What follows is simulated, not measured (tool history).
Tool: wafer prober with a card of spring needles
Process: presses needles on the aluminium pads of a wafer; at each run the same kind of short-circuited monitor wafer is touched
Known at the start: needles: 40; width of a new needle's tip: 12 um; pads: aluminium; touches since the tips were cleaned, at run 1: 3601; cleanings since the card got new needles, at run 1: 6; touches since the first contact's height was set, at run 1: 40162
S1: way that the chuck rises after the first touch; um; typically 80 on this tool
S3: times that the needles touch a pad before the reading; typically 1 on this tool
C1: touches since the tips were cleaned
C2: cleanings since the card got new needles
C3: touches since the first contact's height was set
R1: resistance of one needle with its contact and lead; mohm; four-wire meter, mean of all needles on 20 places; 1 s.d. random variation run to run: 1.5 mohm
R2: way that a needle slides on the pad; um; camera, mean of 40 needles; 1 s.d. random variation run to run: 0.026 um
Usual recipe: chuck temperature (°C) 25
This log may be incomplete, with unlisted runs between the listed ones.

Run 1, hour 0.0: usual settings; C1 3601; C2 6; C3 40162. Result: R1 177 mohm, R2 21.05 um.
At hour 6.1: tips cleaned on abrasive film.
Run 2, hour 13.4: usual settings; C1 3606; C2 7; C3 46716. Result: R1 175 mohm, R2 21.04 um.
At hour 18.1: tips cleaned on abrasive film.
Run 3, hour 23.5: usual settings; C1 2703; C2 8; C3 51665. Result: R1 175 mohm, R2 21.01 um.
At hour 30.7: tips cleaned on abrasive film.
Run 4, hour 41.8: usual settings; C1 5517; C2 9; C3 60639. Result: R1 187 mohm, R2 21.02 um.
At hour 42.9: tips cleaned on abrasive film.
Run 5, hour 51.7: usual settings; C1 4327; C2 10; C3 65441. Result: R1 179 mohm, R2 21.03 um.
At hour 54.6: tips cleaned on abrasive film.
At hour 66.9: tips cleaned on abrasive film.
Run 6, hour 73.4: usual settings; C1 3212; C2 12; C3 76048. Result: R1 174 mohm, R2 21.00 um.
At hour 79.1: tips cleaned on abrasive film.
At hour 91.7: tips cleaned on abrasive film.
Run 7, hour 91.7: usual settings; C1 0; C2 14; C3 84983. Result: R1 149 mohm, R2 21.00 um.
Run 8, hour 101.4: usual settings but S1 81 um, chuck temperature (°C) 122; C1 4758; C2 14; C3 89741. Result: R1 197 mohm, R2 21.24 um.
At hour 103.6: tips cleaned on abrasive film.
At hour 115.7: tips cleaned on abrasive film.
Run 9, hour 115.7: usual settings but S1 81 um, chuck temperature (°C) 122; C1 0; C2 16; C3 96678. Result: R1 168 mohm, R2 21.19 um.
At hour 127.6: tips cleaned on abrasive film.
Run 10, hour 137.6: usual settings but S1 81 um, chuck temperature (°C) 122; C1 4947; C2 17; C3 107458. Result: R1 199 mohm, R2 21.18 um.
At hour 139.7: tips cleaned on abrasive film.
At hour 152.4: tips cleaned on abrasive film.
Run 11, hour 160.5: usual settings but chuck temperature (°C) 40; C1 4007; C2 19; C3 118631. Result: R1 183 mohm, R2 20.90 um.
At hour 163.9: tips cleaned on abrasive film.
At hour 176.0: tips cleaned on abrasive film.
Run 12, hour 178.3: usual settings but S3 3; C1 1139; C2 21; C3 127303. Result: R1 151 mohm, R2 20.89 um.
At hour 187.7: tips cleaned on abrasive film.
Run 13, hour 194.6: usual settings but S1 62 um, chuck temperature (°C) 43, S3 3; C1 3354; C2 22; C3 135267. Result: R1 170 mohm, R2 16.10 um.
At hour 200.8: tips cleaned on abrasive film.
At hour 213.5: tips cleaned on abrasive film.
Run 14, hour 214.9: usual settings but chuck temperature (°C) 32, S3 3; C1 663; C2 24; C3 145192. Result: R1 150 mohm, R2 20.87 um.

Predict each of these 3 candidate next runs independently; none follows another, all start after run 14:
At hour 225.9: tips cleaned on abrasive film.
Run A, hour 237.2: usual settings but S1 87 um, chuck temperature (°C) 31, S3 3; C1 5581; C2 25; C3 156152. Result: R1 ?, R2 ?.
At hour 225.9: tips cleaned on abrasive film.
Run B, hour 237.2: usual settings but S1 68 um, chuck temperature (°C) 50, S3 3; C1 5581; C2 25; C3 156152. Result: R1 ?, R2 ?.
At hour 225.9: tips cleaned on abrasive film.
Run C, hour 237.2: usual settings but chuck temperature (°C) 97; C1 5581; C2 25; C3 156152. Result: R1 ?, R2 ?.

run   R1     R2
  A  159  22.65
  B  173  17.70
  C  196  20.80
Take away the tool's hidden state, keep each run's random variation, and the runs would have read:
run   R1     R2
  A  146  22.91
  B  154  17.96
  C  160  21.07
